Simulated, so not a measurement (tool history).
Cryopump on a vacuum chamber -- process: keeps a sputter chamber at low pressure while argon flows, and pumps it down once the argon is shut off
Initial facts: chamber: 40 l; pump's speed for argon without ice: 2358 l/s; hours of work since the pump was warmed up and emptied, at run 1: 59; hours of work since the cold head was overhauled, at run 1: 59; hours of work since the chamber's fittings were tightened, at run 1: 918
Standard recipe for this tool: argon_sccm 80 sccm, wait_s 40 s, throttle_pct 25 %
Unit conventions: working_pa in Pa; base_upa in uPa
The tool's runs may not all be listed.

run,hour,argon_sccm,wait_s,throttle_pct,hours of work since the pump was warmed up and emptied,hours of work since the cold head was overhauled,hours of work since the chamber's fittings were tightened,working_pa,base_upa
1,0.0,80,40,25,59,59,918,0.2298,1.90
2,15.0,80,40,25,65,65,925,0.2307,1.90
3,25.8,132,40,25,70,70,930,0.3821,1.92
4,46.9,80,40,25,80,80,939,0.2311,1.92
5,61.6,80,40,25,86,86,946,0.2304,1.98
6,78.7,80,40,25,94,94,954,0.2314,1.98
7,91.1,80,40,25,100,100,959,0.2303,1.97
8,105.3,41,148,25,106,106,966,0.1192,1.30
9,123.4,64,50,18,114,114,974,0.2568,1.83
10,136.0,64,50,18,120,120,980,0.2536,1.81
11,156.3,50,22,25,129,129,989,0.1453,2.73
12,177.6,50,22,25,139,139,998,0.1453,2.72
13,193.3,36,21,34,146,146,1005,0.0765,2.84
14,209.8,101,40,23,154,154,1013,0.3176,2.04

Each row is a separate what-if for the run after 14, all from the same tool condition, not one after another. Results?
A,219.1,78,57,17,158,158,1017,?,?
B,219.1,101,26,23,158,158,1017,?,?
C,219.1,78,40,23,158,158,1017,?,?

run,working_pa,base_upa
A,0.3314,1.77
B,0.3171,2.53
C,0.2462,2.02
The same runs, with their run-to-run variation unchanged, on a tool lacking any hidden condition would have given:
run,working_pa,base_upa
A,0.3289,0.81
B,0.3138,1.57
C,0.2437,1.06
